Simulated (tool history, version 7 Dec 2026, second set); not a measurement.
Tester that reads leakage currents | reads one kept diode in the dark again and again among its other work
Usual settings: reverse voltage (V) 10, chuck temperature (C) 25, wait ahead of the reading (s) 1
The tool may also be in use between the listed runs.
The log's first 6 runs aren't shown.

| run | hour | reverse voltage (V) | chuck temperature (C) | wait ahead of the reading (s) | current that the tester gives (pA) |
|---|---|---|---|---|---|
|  | 437.7 | chuck's temperature calibrated, once more |
| 7 | 437.7 | 10 | 25 | 1 | 195.57 |
| 8 | 491.3 | 10 | 25 | 1 | 196.04 |
| 9 | 561.7 | 10 | 25 | 1 | 194.47 |
| 10 | 624.8 | 10 | 25 | 1 | 194.11 |
| 11 | 677.5 | 10 | 25 | 1.29 | 194.08 |
| 12 | 737.5 | 10 | 25 | 1.29 | 193.99 |
| 13 | 794.9 | 10 | 25 | 1.29 | 193.76 |
| 14 | 845.4 | 10 | 25 | 1 | 195.58 |
| 15 | 882.8 | 10 | 25 | 1 | 194.11 |
| 16 | 926 | 10 | 25 | 1 | 195.46 |
| 17 | 964 | 10 | 25 | 1 | 194.53 |
| 18 | 1021.1 | 10 | 25 | 3.58 | 192.72 |
| 19 | 1086.2 | 10 | 20 | 1 | 127.63 |
| 20 | 1163.5 | 10 | 20 | 1 | 126.71 |
| 21 | 1246.4 | 10 | 25 | 1 | 194.37 |
| 22 | 1290.3 | 10 | 41 | 9.45 | 722.87 |
| 23 | 1365.6 | 10 | 41 | 9.45 | 721.01 |
| 24 | 1437.5 | 10 | 41 | 6.66 | 722.34 |
| 25 | 1485.6 | 2.2 | 51 | 1 | 680.8 |
| 26 | 1559.6 | 2.2 | 51 | 1 | 680.84 |
| 27 | 1628.8 | 6.4 | 36 | 6.11 | 371.56 |
| 28 | 1687.8 | 3 | 51 | 0.51 | 804.75 |
| 29 | 1731.7 | 1.5 | 30 | 1 | 99.75 |
| 30 | 1774.3 | 1.5 | 30 | 1 | 99.72 |
| 31 | 1834 | 10 | 25 | 1.45 | 191.03 |

Forecast run 32:
| 32 | 1876.1 | 15.5 | 25 | 9.39 | ? |

{"run 32": {"current that the tester gives (pA)": 244.27}}
Without the tool's hidden state the same run would have given current that the tester gives (pA) 234.34.
